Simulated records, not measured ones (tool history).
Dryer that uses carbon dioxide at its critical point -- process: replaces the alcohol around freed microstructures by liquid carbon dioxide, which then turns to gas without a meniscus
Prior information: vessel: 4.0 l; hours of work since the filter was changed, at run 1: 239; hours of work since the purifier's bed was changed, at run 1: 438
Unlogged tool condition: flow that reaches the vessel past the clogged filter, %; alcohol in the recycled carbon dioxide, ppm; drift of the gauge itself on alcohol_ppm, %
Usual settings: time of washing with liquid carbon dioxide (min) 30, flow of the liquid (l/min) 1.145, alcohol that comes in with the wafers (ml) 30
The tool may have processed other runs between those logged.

| run | hour | time of washing with liquid carbon dioxide (min) | flow of the liquid (l/min) | alcohol that comes in with the wafers (ml) | hours of work since the filter was changed | hours of work since the purifier's bed was changed | alcohol left in the vessel before it's heated (ppm by volume) |
|---|---|---|---|---|---|---|---|
| 1 | 0 | 30 | 1.145 | 30 | 239 | 438 | 105 |
| 2 | 10 | 30 | 1.145 | 30 | 246 | 446 | 121 |
| 3 | 19.9 | 30 | 1.145 | 30 | 253 | 453 | 109 |
| 4 | 34.8 | 30 | 1.145 | 30 | 264 | 463 | 112 |
| 5 | 49.3 | 20 | 1.145 | 30 | 275 | 474 | 174 |
| 6 | 59.8 | 30 | 1.03 | 30 | 282 | 482 | 122 |
| 7 | 72.8 | 30 | 1.145 | 30 | 292 | 491 | 118 |
| 8 | 84 | 30 | 1.145 | 30 | 300 | 499 | 118 |
| 9 | 93.7 | 36 | 0.69 | 33 | 307 | 506 | 166 |
| 10 | 102.5 | 36 | 0.69 | 33 | 313 | 513 | 169 |

Forecast run 11:
| 11 | 118.5 | 33 | 1 | 78 | 325 | 524 | ? |

alcohol left in the vessel before it's heated (ppm by volume): 141
Had the tool carried no hidden state, the very same run would have given alcohol left in the vessel before it's heated (ppm by volume) 16.
